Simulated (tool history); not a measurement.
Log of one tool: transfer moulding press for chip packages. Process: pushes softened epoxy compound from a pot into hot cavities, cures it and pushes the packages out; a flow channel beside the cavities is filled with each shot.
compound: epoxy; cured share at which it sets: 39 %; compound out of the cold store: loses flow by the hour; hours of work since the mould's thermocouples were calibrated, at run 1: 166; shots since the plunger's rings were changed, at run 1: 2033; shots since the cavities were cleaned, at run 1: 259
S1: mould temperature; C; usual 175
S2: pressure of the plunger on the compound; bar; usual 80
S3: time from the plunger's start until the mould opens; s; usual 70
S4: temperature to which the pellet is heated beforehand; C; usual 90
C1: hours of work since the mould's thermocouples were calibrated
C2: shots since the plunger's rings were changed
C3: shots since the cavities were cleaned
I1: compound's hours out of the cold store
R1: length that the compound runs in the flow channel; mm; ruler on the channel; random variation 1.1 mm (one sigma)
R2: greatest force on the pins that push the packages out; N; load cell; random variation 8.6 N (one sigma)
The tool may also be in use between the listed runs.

run   hour   S1    S2  S3  S4   C1    C2   C3    I1   R1    R2
  1      0  175    80  70  90  166  2033  259  41.6  636   506
  2   32.9  175    80  70  90  180  2356  582  42.7  631   563
      47.4  -- cavities cleaned with cleaning compound and waxed
  3   60.4  171    80  70  90  191  2611  127  24.7  692   554
  4   92.7  174    80  70  90  205  2929  445  24.3  680   582
     122.4  -- cavities cleaned with cleaning compound and waxed
  5  124.1  175    80  70  90  218  3223   17  15.4  702   437
  6  157.9  175    80  70  90  233  3555  349  20.6  684   540
  7  174.2  175    80  70  96  239  3715  509  40.6  632   558
  8    193  175    80  70  96  248  3900  694  46.4  615   577
     196.3  -- cavities cleaned with cleaning compound and waxed
  9    211  175    80  70  96  255  4062  144  38.8  633   479
       231  -- plunger's sealing rings changed
 10  233.5  175    80  70  96  263    25  341  31.1  670   507
 11  251.2  169    80  70  96  271   198  514  19.4  721   767
     273.2  -- cavities cleaned with cleaning compound and waxed
 12    284  175    80  70  90  284   507  107  46.5  629   446
 13  306.9  175    80  83  90  294   731  331  41.8  639   466
     326.4  -- mould's thermocouples calibrated
 14  343.7  175    80  83  90    7  1073  673  14.7  714   527
     349.9  -- cavities cleaned with cleaning compound and waxed
 15  371.7  174  89.3  97  86   19  1334  214  47.8  664   443
 16  398.7  174  89.3  97  86   30  1599  479    11  766   497
     423.9  -- cavities cleaned with cleaning compound and waxed
 17  432.2  174  89.3  97  86   44  1914   82  46.5  664   403
 18  452.8  174  89.3  97  86   53  2116  284  46.9  662   457
 19  477.5  175    80  93  90   63  2358  526  45.7  626   477
     498.7  -- cavities cleaned with cleaning compound and waxed
 20  512.9  175  90.4  77  87   78  2692  140  43.3  671   442
 21  531.5  175  90.4  77  87   86  2875  323  36.4  688   482
 22  555.7  182  79.1  70  90   96  3113  561  34.6  627   519
 23  570.4  175    80  70  85  103  3257  705  43.8  627   597
     574.3  -- cavities cleaned with cleaning compound and waxed
 24  605.2  175    80  70  85  117  3585  304  19.3  688   548
 25  623.1  175    80  52  85  125  3760  479  33.5  649  1004
 26  638.9  175  62.6  52  85  131  3915  634  38.8  563   989
     648.8  -- cavities cleaned with cleaning compound and waxed
 27  671.1  175  62.6  52  85  145  4217  219  41.3  555   846
     676.9  -- plunger's sealing rings changed
 28  703.5  175  62.6  52  85  157   261  513  43.2  568   981

Measured less the same run without the tool's hidden state. The same run-to-run variation is in both; the gauge's scatter may not be:
The hidden state here: true mould temperature over the reading, C; pressure that reaches the compound, % of what is set; grip of the stained cavities, % over clean ones'; drift of the gauge itself on flow_mm, %; drift of the gauge itself on push_out_n, %.
run   R1    R2
  1  -11   +88
  2  -12  +151
  3  -15   +59
  4  -16  +138
  5  -19    +0
  6  -20  +111
  7  -18  +141
  8  -19  +163
  9  -20   +57
 10   -3  +109
 11   -5  +185
 12   -5   +42
 13   -7   +99
 14   -7  +156
 15   -7   +78
 16  -10  +130
 17  -11   +43
 18  -11   +97
 19  -11  +130
 20  -14   +55
 21  -15  +102
 22  -15  +142
 23  -16  +176
 24  -19  +116
 25  -19  +259
 26  -17  +285
 27  -18  +153
 28   -2  +261

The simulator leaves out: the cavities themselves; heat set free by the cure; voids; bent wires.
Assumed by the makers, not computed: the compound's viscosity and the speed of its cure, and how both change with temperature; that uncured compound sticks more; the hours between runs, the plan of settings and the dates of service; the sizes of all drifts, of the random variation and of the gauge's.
